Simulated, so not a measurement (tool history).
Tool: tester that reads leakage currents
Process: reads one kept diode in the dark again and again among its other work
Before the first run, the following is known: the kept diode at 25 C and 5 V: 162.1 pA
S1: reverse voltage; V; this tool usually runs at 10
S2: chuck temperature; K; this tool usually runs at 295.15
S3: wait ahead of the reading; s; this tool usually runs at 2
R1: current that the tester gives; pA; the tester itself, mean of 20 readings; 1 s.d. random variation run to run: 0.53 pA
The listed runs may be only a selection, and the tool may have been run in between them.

run,day,S1,S2,S3,R1
1,0,10,295.15,2,204.26
2,2.596,10,295.15,2,204.18
3,4.354,10,295.15,2,205.43
4,5.921,10,295.15,2,205.46
5,7.392,10,295.15,2,207.71
6,9.583,10,314.15,2,961.37
7,11.662,10,298.15,2,270.13
8,13.825,10,295.15,2,210.9
9,15.175,10,295.15,2,210.98
10,17.767,10,295.15,2.78,212.19
11,19.112,10,295.15,2,212.22
12,21.046,10,295.15,2,213.24
# day 21.292: tester calibrated
13,23.442,10,298.15,2,276.1
14,25.967,10.1,295.15,2,216.65
# day 27.238: chuck's temperature calibrated
15,28.229,10,295.15,2,183.44
16,30.162,10,294.15,2,170.7
# day 31.421: tester calibrated, once more
17,31.583,17.8,308.15,4.95,697.99
18,33.575,1.9,293.15,4.95,68.46
19,35.646,1.9,293.15,4.95,68.25
20,38.146,18.4,295.15,2,255.33
21,40.392,10,299.15,0.39,267.73
22,42.833,7.5,297.15,4.25,191.64
23,44.938,7.5,297.15,4.25,193.14
24,46.054,7.5,297.15,4.25,193.18
25,47.775,7.5,297.15,4.25,193.15
26,49.929,1.2,312.15,9.88,269.64
27,51.708,17.3,293.15,0.56,228.55
28,54.179,3.6,300.15,0.46,177.66
29,55.554,14.8,315.15,4.42,1129.75
30,56.762,14.8,315.15,7.21,1133.77
31,58.425,3.6,302.15,1.2,207.79

Below are 5 alternative next runs, each starting from the tool's condition after run 31. Predict each:
A,59.508,1.2,295.15,5.7,?
B,59.508,5.8,295.15,3.22,?
C,59.508,5.1,295.15,2,?
D,59.508,5,296.15,1.87,?
E,59.508,2,325.15,0.34,?

run,R1
A,67.65
B,149.35
C,138.77
D,149.25
E,924.74
Without the tool's unlogged condition, the same runs would have read:
run,R1
A,63.84
B,135.45
C,126.46
D,136.85
E,901.44
